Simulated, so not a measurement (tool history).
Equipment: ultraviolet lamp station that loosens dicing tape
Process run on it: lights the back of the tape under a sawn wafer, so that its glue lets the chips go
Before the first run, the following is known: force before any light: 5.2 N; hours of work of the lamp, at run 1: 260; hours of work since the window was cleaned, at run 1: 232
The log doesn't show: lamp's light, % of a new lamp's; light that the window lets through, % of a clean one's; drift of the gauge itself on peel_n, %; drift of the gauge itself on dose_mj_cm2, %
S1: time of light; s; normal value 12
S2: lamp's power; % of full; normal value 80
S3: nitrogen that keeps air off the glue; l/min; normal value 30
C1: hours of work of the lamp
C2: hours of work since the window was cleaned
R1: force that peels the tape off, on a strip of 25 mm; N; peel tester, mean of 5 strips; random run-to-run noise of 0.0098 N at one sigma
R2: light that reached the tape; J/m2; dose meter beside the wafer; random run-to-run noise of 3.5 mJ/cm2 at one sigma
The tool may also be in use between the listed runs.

{"run": 1, "day": 0.0, "S1": 12, "S2": 80, "S3": 30, "C1": 260, "C2": 232, "R1": 0.596, "R2": 4850}
{"run": 2, "day": 1.1, "S1": 12, "S2": 80, "S3": 30, "C1": 277, "C2": 249, "R1": 0.588, "R2": 4790}
{"run": 3, "day": 1.808, "S1": 11, "S2": 80, "S3": 30, "C1": 287, "C2": 259, "R1": 0.67, "R2": 4400}
{"run": 4, "day": 2.488, "S1": 11, "S2": 80, "S3": 30, "C1": 297, "C2": 269, "R1": 0.697, "R2": 4340}
{"run": 5, "day": 3.242, "S1": 11, "S2": 80, "S3": 30, "C1": 308, "C2": 280, "R1": 0.669, "R2": 4320}
{"run": 6, "day": 4.338, "S1": 11, "S2": 80, "S3": 30, "C1": 324, "C2": 297, "R1": 0.677, "R2": 4280}
{"run": 7, "day": 5.008, "S1": 15, "S2": 80, "S3": 30, "C1": 334, "C2": 306, "R1": 0.415, "R2": 5800}
{"run": 8, "day": 6.075, "S1": 15, "S2": 80, "S3": 30, "C1": 350, "C2": 322, "R1": 0.421, "R2": 5730}
{"run": 9, "day": 6.867, "S1": 15, "S2": 80, "S3": 30, "C1": 362, "C2": 334, "R1": 0.438, "R2": 5630}
{"run": 10, "day": 7.721, "S1": 15, "S2": 80, "S3": 30, "C1": 374, "C2": 347, "R1": 0.458, "R2": 5650}
{"run": 11, "day": 8.196, "S1": 15, "S2": 80, "S3": 30, "C1": 381, "C2": 354, "R1": 0.437, "R2": 5660}
{"run": 12, "day": 9.146, "S1": 15, "S2": 80, "S3": 30, "C1": 395, "C2": 368, "R1": 0.458, "R2": 5570}
{"run": 13, "day": 10.033, "S1": 15, "S2": 80, "S3": 30, "C1": 409, "C2": 381, "R1": 0.444, "R2": 5500}
{"run": 14, "day": 10.896, "S1": 15, "S2": 80, "S3": 30, "C1": 421, "C2": 393, "R1": 0.457, "R2": 5450}
{"run": 15, "day": 11.95, "S1": 11, "S2": 80, "S3": 12, "C1": 437, "C2": 409, "R1": 1.193, "R2": 3980}
{"run": 16, "day": 12.521, "S1": 15, "S2": 80, "S3": 12, "C1": 445, "C2": 417, "R1": 0.785, "R2": 5290}
{"run": 17, "day": 13.5, "S1": 15, "S2": 96, "S3": 14, "C1": 460, "C2": 432, "R1": 0.527, "R2": 6390}
{"run": 18, "day": 14.283, "S1": 12, "S2": 62, "S3": 39, "C1": 471, "C2": 443, "R1": 0.944, "R2": 3290}
{"day": 15.346, "done": "window cleaned of glue's vapour"}
{"run": 19, "day": 15.346, "S1": 12, "S2": 91, "S3": 45, "C1": 487, "C2": 0, "R1": 0.403, "R2": 5460}
{"run": 20, "day": 16.283, "S1": 7, "S2": 91, "S3": 45, "C1": 501, "C2": 14, "R1": 0.946, "R2": 3090}
{"run": 21, "day": 17.121, "S1": 7, "S2": 91, "S3": 45, "C1": 513, "C2": 26, "R1": 0.911, "R2": 3110}
{"run": 22, "day": 18.229, "S1": 7, "S2": 91, "S3": 45, "C1": 529, "C2": 43, "R1": 0.963, "R2": 3110}
{"run": 23, "day": 19.092, "S1": 7, "S2": 91, "S3": 45, "C1": 542, "C2": 55, "R1": 0.972, "R2": 3050}
{"run": 24, "day": 19.929, "S1": 7, "S2": 93, "S3": 19, "C1": 554, "C2": 68, "R1": 1.395, "R2": 3070}
{"run": 25, "day": 20.938, "S1": 7, "S2": 93, "S3": 19, "C1": 569, "C2": 83, "R1": 1.388, "R2": 3030}
{"run": 26, "day": 21.492, "S1": 7, "S2": 93, "S3": 19, "C1": 578, "C2": 91, "R1": 1.467, "R2": 3000}
{"run": 27, "day": 22.071, "S1": 7, "S2": 93, "S3": 19, "C1": 586, "C2": 99, "R1": 1.457, "R2": 3030}
{"run": 28, "day": 22.521, "S1": 7, "S2": 93, "S3": 19, "C1": 593, "C2": 106, "R1": 1.417, "R2": 2980}

The logged runs with the hidden state left out (each run's random variation unchanged):
run=1 R1=0.45 R2=5800
run=2 R1=0.437 R2=5790
run=3 R1=0.488 R2=5340
run=4 R1=0.499 R2=5310
run=5 R1=0.474 R2=5320
run=6 R1=0.473 R2=5330
run=7 R1=0.304 R2=7270
run=8 R1=0.303 R2=7270
run=9 R1=0.31 R2=7210
run=10 R1=0.322 R2=7280
run=11 R1=0.305 R2=7310
run=12 R1=0.315 R2=7280
run=13 R1=0.299 R2=7250
run=14 R1=0.306 R2=7250
run=15 R1=0.776 R2=5350
run=16 R1=0.481 R2=7170
run=17 R1=0.326 R2=8730
run=18 R1=0.566 R2=4540
run=19 R1=0.308 R2=6680
run=20 R1=0.679 R2=3830
run=21 R1=0.647 R2=3870
run=22 R1=0.673 R2=3910
run=23 R1=0.671 R2=3870
run=24 R1=1 R2=3930
run=25 R1=0.983 R2=3930
run=26 R1=1.031 R2=3920
run=27 R1=1.013 R2=3970
run=28 R1=0.983 R2=3930
